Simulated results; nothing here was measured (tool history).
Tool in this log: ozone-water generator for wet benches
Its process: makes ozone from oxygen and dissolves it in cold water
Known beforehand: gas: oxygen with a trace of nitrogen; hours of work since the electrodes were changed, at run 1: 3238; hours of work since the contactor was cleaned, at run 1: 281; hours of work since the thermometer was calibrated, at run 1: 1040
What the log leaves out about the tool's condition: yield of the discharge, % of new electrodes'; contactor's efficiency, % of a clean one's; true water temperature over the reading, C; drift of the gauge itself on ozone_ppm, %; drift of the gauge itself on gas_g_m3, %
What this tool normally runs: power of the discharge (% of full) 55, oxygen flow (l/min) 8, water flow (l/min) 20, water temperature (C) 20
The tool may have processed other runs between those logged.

run	hour	power of the discharge (% of full)	oxygen flow (l/min)	water flow (l/min)	water temperature (C)	hours of work since the electrodes were changed	hours of work since the contactor was cleaned	hours of work since the thermometer was calibrated	dissolved ozone (ppm)	ozone in the gas ahead of the water (g/m3)
1	0	55	8	20	20	3238	281	1040	21.8	190.7
2	64	55	8	20	20	3302	344	1104	22.1	190.3
3	113.4	55	8	20	12	3351	393	1153	25.1	188.4
4	155.8	55	8	20	12	3393	435	1195	25.3	192
5	220.4	55	8	20	20	3457	499	1259	21.5	187.8
6	302	55	8	20	20	3537	580	1340	21.7	189.6
7	350.7	55	8	20	20	3586	628	1388	21.5	190.8
8	419.9	55	8	20	20	3654	697	1457	21.7	189.2
9	490.9	55	8	15	20	3725	767	1527	26.4	188.9
10	542.1	55	8	20	20	3776	818	1578	21.7	188.5
11	576.7	55	8	20	20	3810	852	1612	21.8	188.7
12	629.3	55	8	20	20	3862	905	1664	21.5	188.8
13	712.3	55	8.22	20	20	3944	987	1746	21.4	186.1
14	771.9	55	8.22	20	20	4003	1046	1805	21.3	185.4
15	847.6	55	8.22	20	20	4078	1121	1881	21.2	185.1
16	923.4	55	8.22	20	20	4154	1196	1956	21.6	184.5
17	958	57	6.27	18	27	4188	1230	1990	21.1	217.4
18	999.2	57	4.13	29	17	4229	1271	2031	15.8	268.5
19	1043.5	57	4.13	29	17	4273	1315	2075	15.6	269.2
20	1119.5	55	4.02	20	26	4348	1391	2150	19.6	264.2
21	1163	55	4.72	13	20	4391	1434	2193	30.6	246.4
22	1245.7	63	4.72	13	20	4473	1516	2275	33.3	266.5
23	1293.7	55	8	20	22	4521	1563	2323	20.2	186.8
24	1336.9	59	4.34	20	20	4563	1606	2366	22.4	267
25	1374.4	55	8	16	15	4601	1643	2403	27.6	184.9
26	1427.4	77	4.29	31	15	4653	1696	2455	17.8	314.6
27	1461.5	77	4.29	31	15	4687	1730	2489	17.7	316.5
# hour 1513.6: water thermometer calibrated
28	1531.6	50	7.12	30	20	4756	1799	18	13.9	182.8
29	1587.1	98	7.12	30	20	4811	1854	73	21.7	281.8
30	1662.2	40	8	20	20	4885	1928	147	17.1	151

Below are 5 alternative next runs, each starting from the tool's condition after run 30. Predict each:
A	1717.8	55	8	25	20	4941	1983	202	?	?
B	1717.8	64	8	20	13	4941	1983	202	?	?
C	1717.8	55	9.61	31	21	4941	1983	202	?	?
D	1717.8	40	5.85	15	26	4941	1983	202	?	?
E	1717.8	55	8	23	20	4941	1983	202	?	?

run	dissolved ozone (ppm)	ozone in the gas ahead of the water (g/m3)
A	17.5	185.1
B	25.8	202.9
C	14.2	165.3
D	19.6	175.7
E	18.7	183.6
Stripped of hidden state, with their random variation kept, the same runs would have yielded:
run	dissolved ozone (ppm)	ozone in the gas ahead of the water (g/m3)
A	19.9	207.5
B	29.8	230.5
C	16.2	185.3
D	21.6	191.2
E	21.3	205.8
